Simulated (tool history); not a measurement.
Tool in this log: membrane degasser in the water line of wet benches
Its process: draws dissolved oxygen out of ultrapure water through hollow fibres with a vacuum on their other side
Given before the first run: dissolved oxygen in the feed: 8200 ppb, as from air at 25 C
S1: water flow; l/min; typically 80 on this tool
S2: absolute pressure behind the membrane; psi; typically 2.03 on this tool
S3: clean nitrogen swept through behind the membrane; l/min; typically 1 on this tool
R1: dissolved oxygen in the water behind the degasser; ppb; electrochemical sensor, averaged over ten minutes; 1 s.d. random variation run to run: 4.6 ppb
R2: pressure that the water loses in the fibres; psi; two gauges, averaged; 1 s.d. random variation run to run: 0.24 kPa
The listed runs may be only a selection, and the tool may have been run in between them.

run,hour,S1,S2,S3,R1,R2
1,0,80,2.03,1,1352.5,9.004
2,67,80,2.03,1,1360.8,8.978
3,203.1,80,2.03,1,1352.2,8.875
# hour 284.8: seals of the vacuum lines changed
4,284.8,80,4.13,1,2639.5,8.907
5,351.5,80,2.6,1,1734.8,8.924
6,474.3,80,2.6,1,1753,8.885
7,571.9,80,2.6,1,1746.4,8.933
8,640.2,80,2.03,1,1353.2,8.807
9,785.6,108,2.03,1.87,1177.4,12.013
10,923.9,80,1.38,1.26,757.3,8.879
11,1026.5,102,1.55,2.9,659.3,11.325
12,1099.8,126,3.02,1.26,2349.4,14.025

Forecast run 13:
13,1209.3,126,3.02,1.26,?,?

R1: 2346.1 ppb
R2: 13.925 psi
The same run, on a tool lacking any hidden state, would have yielded R1 2345.9 ppb, R2 14.095 psi.
